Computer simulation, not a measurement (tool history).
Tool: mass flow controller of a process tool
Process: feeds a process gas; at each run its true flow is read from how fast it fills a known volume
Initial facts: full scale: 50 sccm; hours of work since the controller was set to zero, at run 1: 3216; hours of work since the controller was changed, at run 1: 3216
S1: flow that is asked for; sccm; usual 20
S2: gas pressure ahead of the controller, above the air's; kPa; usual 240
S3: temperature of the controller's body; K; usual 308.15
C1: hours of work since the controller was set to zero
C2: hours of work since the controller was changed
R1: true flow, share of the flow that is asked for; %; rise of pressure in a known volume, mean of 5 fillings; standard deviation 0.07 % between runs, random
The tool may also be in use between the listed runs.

run,hour,S1,S2,S3,C1,C2,R1
1,0,20,240,308.15,3216,3216,97.72
2,495.5,20,177,308.15,3403,3403,98.01
3,849.2,43,177,308.15,3536,3536,100.02
4,1264.1,43,177,308.15,3693,3693,99.98
5,1713.6,43,177,308.15,3862,3862,99.84
6,2201.3,43,177,308.15,4046,4046,99.97
7,2520.5,43,177,308.15,4167,4167,99.8
8,3110.3,20,240,308.15,4389,4389,97.47
9,3461.4,20,240,308.15,4521,4521,97.54
10,3825.9,6,240,308.15,4659,4659,89.65
11,4307,9,141,309.15,4840,4840,93.47
12,4687.1,45,141,304.15,4983,4983,100.63
13,5095.9,8,167,293.15,5138,5138,92.87
14,5403.7,21,188,295.15,5254,5254,98.23
# hour 5755: controller's zero set anew
15,5891.7,15,240,308.15,52,5437,100.59
16,6177.3,15,248,304.15,159,5545,100.49
17,6491.7,20,185,308.15,278,5664,100.78
18,6762.9,39,240,299.15,380,5766,101.71
19,7195.5,39,240,299.15,543,5929,101.97
20,7546.4,20,264,311.15,675,6061,100.42

Here are 5 independent what-if runs from the current tool condition. What would each one return?
A,8124.2,20,199,311.15,893,6279,?
B,8124.2,20,240,310.15,893,6279,?
C,8124.2,33,165,305.15,893,6279,?
D,8124.2,20,146,311.15,893,6279,?
E,8124.2,37,240,308.15,893,6279,?

run,R1
A,100.62
B,100.52
C,101.61
D,100.88
E,101.42
Stripped of hidden state, with their random variation kept, the same runs would have yielded:
run,R1
A,98.46
B,98.36
C,99.22
D,98.72
E,98.99
